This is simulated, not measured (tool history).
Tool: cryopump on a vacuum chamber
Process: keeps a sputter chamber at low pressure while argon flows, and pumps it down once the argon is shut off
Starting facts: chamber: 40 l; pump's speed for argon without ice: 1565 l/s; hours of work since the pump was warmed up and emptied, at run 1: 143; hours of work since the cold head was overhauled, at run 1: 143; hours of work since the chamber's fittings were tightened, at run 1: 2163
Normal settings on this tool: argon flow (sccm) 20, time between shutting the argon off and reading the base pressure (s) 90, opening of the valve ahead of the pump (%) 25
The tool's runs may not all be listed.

| run | hour | argon flow (sccm) | time between shutting the argon off and reading the base pressure (s) | opening of the valve ahead of the pump (%) | hours of work since the pump was warmed up and emptied | hours of work since the cold head was overhauled | hours of work since the chamber's fittings were tightened | pressure while argon flows (Pa) | pressure after the wait (uPa) |
|---|---|---|---|---|---|---|---|---|---|
| 1 | 0 | 20 | 90 | 25 | 143 | 143 | 2163 | 0.089 | 2.35 |
| 2 | 13.2 | 20 | 90 | 25 | 149 | 149 | 2169 | 0.0885 | 2.34 |
| 3 | 34.1 | 20 | 90 | 25 | 159 | 159 | 2178 | 0.089 | 2.32 |
| 4 | 54.9 | 20 | 90 | 25 | 168 | 168 | 2188 | 0.0898 | 2.37 |
| 5 | 74.3 | 20 | 90 | 25 | 177 | 177 | 2197 | 0.0893 | 2.36 |
| 6 | 93 | 21 | 90 | 25 | 185 | 185 | 2205 | 0.0943 | 2.4 |
| 7 | 103.9 | 21 | 90 | 25 | 190 | 190 | 2210 | 0.0945 | 2.44 |
| 8 | 117.8 | 21 | 90 | 25 | 197 | 197 | 2216 | 0.0932 | 2.5 |
| 9 | 138.5 | 20 | 90 | 25 | 206 | 206 | 2226 | 0.0899 | 2.5 |
| 10 | 158.9 | 20 | 90 | 25 | 215 | 215 | 2235 | 0.0895 | 2.4 |
| 11 | 177.3 | 28 | 90 | 25 | 223 | 223 | 2243 | 0.1269 | 2.4 |
| 12 | 193.5 | 28 | 90 | 25 | 231 | 231 | 2251 | 0.1262 | 2.5 |
| 13 | 204.3 | 14 | 28 | 25 | 236 | 236 | 2255 | 0.0625 | 4.13 |
| 14 | 216.5 | 39 | 90 | 25 | 241 | 241 | 2261 | 0.1757 | 2.45 |
| 15 | 238.5 | 9 | 188 | 28 | 251 | 251 | 2271 | 0.0358 | 2.18 |
| 16 | 260.5 | 11 | 47 | 16 | 261 | 261 | 2281 | 0.0774 | 3.31 |
| 17 | 279.1 | 20 | 98 | 56 | 270 | 270 | 2289 | 0.0437 | 2.51 |
| 18 | 299.9 | 17 | 25 | 21 | 279 | 279 | 2299 | 0.0921 | 4.46 |
| 19 | 318.8 | 8 | 64 | 39 | 288 | 288 | 2307 | 0.0245 | 2.9 |
| 20 | 334.6 | 8 | 61 | 36 | 295 | 295 | 2315 | 0.0264 | 2.96 |
| 21 | 349.1 | 8 | 61 | 36 | 301 | 301 | 2321 | 0.0265 | 2.98 |
| 22 | 361.7 | 25 | 80 | 25 | 307 | 307 | 2327 | 0.1144 | 2.71 |
| 23 | 381 | 20 | 24 | 25 | 316 | 316 | 2336 | 0.093 | 4.63 |

4 options for the next run, each taken on its own from the tool as it stands now. Forecast them:
| A | 400.8 | 27 | 79 | 55 | 325 | 325 | 2344 | ? | ? |
| B | 400.8 | 20 | 24 | 57 | 325 | 325 | 2344 | ? | ? |
| C | 400.8 | 18 | 21 | 25 | 325 | 325 | 2344 | ? | ? |
| D | 400.8 | 20 | 24 | 25 | 325 | 325 | 2344 | ? | ? |

| run | pressure while argon flows (Pa) | pressure after the wait (uPa) |
|---|---|---|
| A | 0.0614 | 2.73 |
| B | 0.043 | 4.79 |
| C | 0.0824 | 5.17 |
| D | 0.0929 | 4.8 |
Take away the tool's hidden state, keep each run's random variation, and the runs would have read:
| run | pressure while argon flows (Pa) | pressure after the wait (uPa) |
|---|---|---|
| A | 0.0537 | 0.99 |
| B | 0.0372 | 3 |
| C | 0.0773 | 3.4 |
| D | 0.0871 | 3.02 |

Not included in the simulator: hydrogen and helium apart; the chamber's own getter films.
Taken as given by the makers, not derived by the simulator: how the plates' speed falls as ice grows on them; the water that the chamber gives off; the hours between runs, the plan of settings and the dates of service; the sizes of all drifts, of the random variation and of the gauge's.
